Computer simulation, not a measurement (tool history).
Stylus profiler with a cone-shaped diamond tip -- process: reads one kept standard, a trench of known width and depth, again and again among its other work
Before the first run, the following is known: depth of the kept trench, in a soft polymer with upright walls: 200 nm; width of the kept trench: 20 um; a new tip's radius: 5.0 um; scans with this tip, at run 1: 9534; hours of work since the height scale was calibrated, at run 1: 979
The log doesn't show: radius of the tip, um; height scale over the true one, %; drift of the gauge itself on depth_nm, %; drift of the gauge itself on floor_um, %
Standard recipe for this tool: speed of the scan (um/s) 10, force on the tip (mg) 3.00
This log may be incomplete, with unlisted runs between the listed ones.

run     day  speed of the scan (um/s)  force on the tip (mg)  scans with this tip  hours of work since the height scale was calibrated  depth of the trench (Å)  width of the trench's floor (um)
  1   0.000                        10                   3.00                 9534                                                  979                   2038.2                             15.19
  2   2.354                        34                   3.00                 9837                                                 1010                   2039.1                             15.05
  3   5.408                        34                   3.00                10230                                                 1050                   2038.7                             14.95
  4   7.904                        10                   3.00                10551                                                 1083                   2040.8                             14.99
  5  10.650                        10                   3.00                10905                                                 1120                   2038.1                             14.91
  6  14.100                        10                   7.02                11349                                                 1165                   2063.4                             14.86
     14.550  -- new tip fitted, height scale calibrated
  7  17.825                        10                   7.02                  422                                                   43                   2056.5                             17.16
  8  20.871                        10                   7.75                  814                                                   84                   2057.8                             16.98
  9  23.283                        10                   3.00                 1124                                                  115                   2030.5                             16.87
 10  27.408                        10                   5.36                 1655                                                  170                   2045.4                             16.78
 11  29.821                        11                   7.89                 1966                                                  202                   2059.8                             16.70
 12  34.075                        30                   1.73                 2514                                                  258                   2020.3                             16.48
 13  36.262                         9                   2.95                 2795                                                  287                   2033.0                             16.49
 14  39.283                         9                   2.95                 3184                                                  327                   2032.8                             16.43
 15  42.271                        10                   2.65                 3569                                                  366                   2031.3                             16.30
 16  46.583                         8                   4.62                 4124                                                  423                   2046.0                             16.25
 17  49.662                         3                   2.05                 4520                                                  464                   2026.4                             16.22
 18  53.075                         4                   5.39                 4959                                                  509                   2047.7                             16.06
 19  57.121                         4                   5.39                 5480                                                  563                   2049.5                             16.00
 20  61.267                        10                   1.07                 6014                                                  617                   2022.1                             15.89

Below are 4 alternative next runs, each starting from the tool's condition after run 20. Predict each:
  A  63.533                         4                   2.37                 6306                                                  647                        ?                                 ?
  B  63.533                        10                   1.27                 6306                                                  647                        ?                                 ?
  C  63.533                         3                   5.25                 6306                                                  647                        ?                                 ?
  D  63.533                         2                   7.31                 6306                                                  647                        ?                                 ?

run  depth of the trench (Å)  width of the trench's floor (um)
  A                   2031.8                             15.84
  B                   2022.9                             15.82
  C                   2051.2                             15.82
  D                   2061.0                             15.83
Without the tool's unlogged condition, the same runs would have read:
run  depth of the trench (Å)  width of the trench's floor (um)
  A                   2027.2                             17.18
  B                   2018.4                             17.17
  C                   2046.6                             17.17
  D                   2056.4                             17.18
